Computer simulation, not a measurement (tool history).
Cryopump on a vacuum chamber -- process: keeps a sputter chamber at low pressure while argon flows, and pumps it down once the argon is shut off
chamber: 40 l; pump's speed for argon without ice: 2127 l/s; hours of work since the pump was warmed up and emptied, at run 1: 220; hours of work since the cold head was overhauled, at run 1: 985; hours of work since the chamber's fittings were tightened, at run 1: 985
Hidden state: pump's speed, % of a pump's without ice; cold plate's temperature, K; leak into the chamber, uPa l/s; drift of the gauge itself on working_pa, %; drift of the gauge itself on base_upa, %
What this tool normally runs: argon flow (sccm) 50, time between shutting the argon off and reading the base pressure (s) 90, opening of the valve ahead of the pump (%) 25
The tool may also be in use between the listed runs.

run	hour	argon flow (sccm)	time between shutting the argon off and reading the base pressure (s)	opening of the valve ahead of the pump (%)	hours of work since the pump was warmed up and emptied	hours of work since the cold head was overhauled	hours of work since the chamber's fittings were tightened	pressure while argon flows (Pa)	pressure after the wait (uPa)
1	0.0	50	90	25	220	985	985	0.1655	1.22
2	28.9	50	90	25	245	1010	1010	0.1681	1.20
3	48.1	50	90	25	261	1027	1027	0.1698	1.20
4	71.8	50	90	25	282	1047	1047	0.1692	1.27
5	95.1	50	90	25	302	1067	1067	0.1699	1.29
6	121.6	50	26	25	325	1090	1090	0.1716	1.82
7	154.9	42	94	51	353	1119	1119	0.0771	1.42
# hour 168.3: pump warmed up, emptied and cooled again
8	175.9	31	108	25	6	1132	1132	0.0984	1.07
9	196.4	22	44	34	24	1150	1150	0.0515	1.31
10	228.2	22	44	34	52	1178	1178	0.0522	1.35
11	244.3	23	90	25	65	1191	1191	0.0745	1.17
12	278.0	23	90	25	94	1220	1220	0.0742	1.24

Consider 3 possible next runs. They are alternatives, not a sequence: every one starts from the tool as it was left by run 12. What does each give?
A	301.2	47	90	52	115	1240	1240	?	?
B	301.2	23	30	25	115	1240	1240	?	?
C	301.2	50	90	17	115	1240	1240	?	?

run	pressure while argon flows (Pa)	pressure after the wait (uPa)
A	0.0755	1.23
B	0.0748	1.64
C	0.2383	1.26
Stripped of hidden state, with their random variation kept, the same runs would have yielded:
run	pressure while argon flows (Pa)	pressure after the wait (uPa)
A	0.0718	0.29
B	0.0730	0.68
C	0.2344	0.32
